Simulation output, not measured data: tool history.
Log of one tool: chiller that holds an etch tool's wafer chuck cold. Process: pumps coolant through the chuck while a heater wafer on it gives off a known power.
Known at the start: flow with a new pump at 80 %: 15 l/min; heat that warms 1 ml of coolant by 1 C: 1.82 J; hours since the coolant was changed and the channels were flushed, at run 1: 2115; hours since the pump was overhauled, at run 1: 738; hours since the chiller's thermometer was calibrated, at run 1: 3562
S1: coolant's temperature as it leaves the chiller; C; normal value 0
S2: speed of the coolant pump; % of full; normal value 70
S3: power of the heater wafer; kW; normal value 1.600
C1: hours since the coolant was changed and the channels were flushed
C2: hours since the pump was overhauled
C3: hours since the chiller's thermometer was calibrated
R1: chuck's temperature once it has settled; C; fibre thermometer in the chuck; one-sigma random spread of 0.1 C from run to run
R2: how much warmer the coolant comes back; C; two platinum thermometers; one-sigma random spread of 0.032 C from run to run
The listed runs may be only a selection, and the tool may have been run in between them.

| run | day | S1 | S2 | S3 | C1 | C2 | C3 | R1 | R2 |
|---|---|---|---|---|---|---|---|---|---|
| 1 | 0.000 | 0 | 70 | 1.600 | 2115 | 738 | 3562 | 12.3 | 4.05 |
| 2 | 2.721 | 0 | 70 | 1.442 | 2180 | 803 | 3627 | 11.0 | 3.64 |
| 3 | 4.783 | 0 | 70 | 1.600 | 2230 | 852 | 3677 | 12.2 | 4.11 |
| 4 | 6.438 | 0 | 70 | 1.600 | 2269 | 892 | 3716 | 12.1 | 4.03 |
| 5 | 9.162 | 0 | 70 | 1.600 | 2335 | 957 | 3782 | 12.2 | 4.05 |
| 6 | 11.721 | 1 | 70 | 1.600 | 2396 | 1019 | 3843 | 13.3 | 4.10 |
| 7 | 14.475 | 8 | 70 | 1.600 | 2462 | 1085 | 3909 | 20.2 | 4.04 |
| 8 | 15.871 | 8 | 97 | 1.600 | 2496 | 1119 | 3943 | 17.2 | 2.96 |
| 9 | 18.433 | 8 | 97 | 1.600 | 2557 | 1180 | 4004 | 17.3 | 2.95 |
| 10 | 19.708 | 0 | 70 | 1.442 | 2588 | 1211 | 4035 | 10.8 | 3.69 |
| 11 | 22.229 | 0 | 70 | 1.442 | 2648 | 1271 | 4095 | 10.9 | 3.67 |
| 12 | 24.862 | 0 | 70 | 1.078 | 2712 | 1334 | 4159 | 8.0 | 2.80 |
| 13 | 26.696 | 0 | 73 | 1.600 | 2756 | 1378 | 4203 | 11.9 | 3.93 |
| 14 | 29.508 | 0 | 70 | 1.600 | 2823 | 1446 | 4270 | 12.2 | 4.11 |
| 15 | 32.242 | 0 | 83 | 1.600 | 2889 | 1511 | 4336 | 10.8 | 3.57 |
| 16 | 33.642 | 0 | 83 | 1.600 | 2922 | 1545 | 4369 | 10.8 | 3.43 |
| 17 | 36.171 | 5 | 79 | 1.405 | 2983 | 1606 | 4430 | 14.7 | 3.18 |
| 18 | 38.688 | -7 | 93 | 1.755 | 3043 | 1666 | 4490 | 4.0 | 3.40 |
| 19 | 40.838 | -7 | 93 | 1.755 | 3095 | 1718 | 4542 | 3.7 | 3.41 |
| 20 | 43.021 | 5 | 86 | 1.058 | 3147 | 1770 | 4594 | 11.6 | 2.22 |
| 21 | 45.050 | -3 | 70 | 2.106 | 3196 | 1819 | 4643 | 13.3 | 5.40 |
| 22 | 46.704 | -3 | 75 | 2.106 | 3236 | 1858 | 4683 | 12.7 | 5.09 |
| 23 | 48.379 | -3 | 75 | 2.106 | 3276 | 1899 | 4723 | 12.9 | 5.15 |
| 24 | 50.117 | 4 | 70 | 2.115 | 3318 | 1940 | 4765 | 20.9 | 5.43 |
| 25 | 52.217 | 7 | 60 | 0.981 | 3368 | 1991 | 4815 | 15.2 | 2.96 |
| 26 | 53.617 | -3 | 60 | 0.981 | 3402 | 2024 | 4849 | 5.3 | 2.96 |
| 27 | 55.758 | 0 | 70 | 2.225 | 3453 | 2076 | 4900 | 17.7 | 5.81 |
| 28 | 57.471 | 0 | 88 | 1.611 | 3494 | 2117 | 4941 | 10.5 | 3.34 |
| 29 | 58.704 | -4 | 70 | 2.153 | 3524 | 2147 | 4971 | 13.2 | 5.64 |
| 30 | 61.433 | 7 | 79 | 1.600 | 3589 | 2212 | 5036 | 18.2 | 3.63 |
| 31 | 63.083 | 7 | 75 | 1.600 | 3629 | 2252 | 5076 | 18.7 | 3.92 |
| 32 | 64.871 | 8 | 98 | 1.923 | 3672 | 2294 | 5119 | 19.4 | 3.55 |

Alternative continuations, all from the tool just after run 32; predict every row:
| A | 66.638 | 8 | 98 | 1.679 | 3714 | 2337 | 5161 | ? | ? |
| B | 66.638 | 1 | 70 | 1.709 | 3714 | 2337 | 5161 | ? | ? |
| C | 66.638 | 0 | 63 | 1.226 | 3714 | 2337 | 5161 | ? | ? |
| D | 66.638 | 7 | 82 | 1.477 | 3714 | 2337 | 5161 | ? | ? |

| run | R1 | R2 |
|---|---|---|
| A | 17.9 | 3.20 |
| B | 14.5 | 4.40 |
| C | 10.1 | 3.49 |
| D | 16.9 | 3.30 |
Had the tool no hidden state, the same runs would have come out as:
| run | R1 | R2 |
|---|---|---|
| A | 17.9 | 3.08 |
| B | 14.2 | 4.23 |
| C | 10.2 | 3.35 |
| D | 17.0 | 3.17 |
